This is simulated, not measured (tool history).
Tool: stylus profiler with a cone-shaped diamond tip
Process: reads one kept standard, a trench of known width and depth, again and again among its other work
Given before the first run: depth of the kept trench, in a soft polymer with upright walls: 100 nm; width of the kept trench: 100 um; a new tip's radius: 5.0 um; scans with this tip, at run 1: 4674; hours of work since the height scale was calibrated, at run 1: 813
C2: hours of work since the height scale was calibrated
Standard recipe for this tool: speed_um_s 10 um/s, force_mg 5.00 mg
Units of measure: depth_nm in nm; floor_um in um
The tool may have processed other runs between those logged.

Run 1, hour 0.0: usual settings; scans with this tip 4674; C2 813. Result: depth_nm 101.60 nm, floor_um 97.74 um.
Run 2, hour 31.5: usual settings; scans with this tip 4782; C2 832. Result: depth_nm 101.63 nm, floor_um 97.77 um.
Run 3, hour 61.8: usual settings; scans with this tip 4885; C2 850. Result: depth_nm 101.59 nm, floor_um 97.70 um.
Run 4, hour 94.0: usual settings; scans with this tip 4995; C2 869. Result: depth_nm 101.62 nm, floor_um 97.73 um.
Run 5, hour 129.8: usual settings; scans with this tip 5117; C2 890. Result: depth_nm 101.58 nm, floor_um 97.72 um.
Run 6, hour 162.9: usual settings; scans with this tip 5230; C2 910. Result: depth_nm 101.60 nm, floor_um 97.71 um.
Run 7, hour 202.1: usual settings but force_mg 2.54 mg; scans with this tip 5364; C2 933. Result: depth_nm 100.91 nm, floor_um 97.69 um.
Run 8, hour 219.4: usual settings but force_mg 2.54 mg; scans with this tip 5423; C2 943. Result: depth_nm 100.89 nm, floor_um 97.68 um.
Run 9, hour 241.6: usual settings but force_mg 6.77 mg; scans with this tip 5499; C2 956. Result: depth_nm 102.01 nm, floor_um 97.71 um.
Run 10, hour 262.8: usual settings but speed_um_s 25 um/s, force_mg 4.41 mg; scans with this tip 5571; C2 969. Result: depth_nm 101.40 nm, floor_um 97.64 um.
Run 11, hour 286.8: usual settings but force_mg 6.90 mg; scans with this tip 5653; C2 983. Result: depth_nm 102.02 nm, floor_um 97.63 um.
Run 12, hour 328.8: usual settings but force_mg 6.90 mg; scans with this tip 5797; C2 1008. Result: depth_nm 101.99 nm, floor_um 97.68 um.
Run 13, hour 368.3: usual settings but speed_um_s 11 um/s, force_mg 1.94 mg; scans with this tip 5931; C2 1031. Result: depth_nm 100.69 nm, floor_um 97.64 um.

What will run 14 give?
Run 14, hour 403.9: usual settings but speed_um_s 4 um/s, force_mg 9.09 mg; scans with this tip 6053; C2 1053. Result: depth_nm ?, floor_um ?.

depth_nm: 102.45 nm
floor_um: 97.72 um
Had the tool carried no hidden state, the very same run would have given depth_nm 102.76 nm, floor_um 98.03 um.

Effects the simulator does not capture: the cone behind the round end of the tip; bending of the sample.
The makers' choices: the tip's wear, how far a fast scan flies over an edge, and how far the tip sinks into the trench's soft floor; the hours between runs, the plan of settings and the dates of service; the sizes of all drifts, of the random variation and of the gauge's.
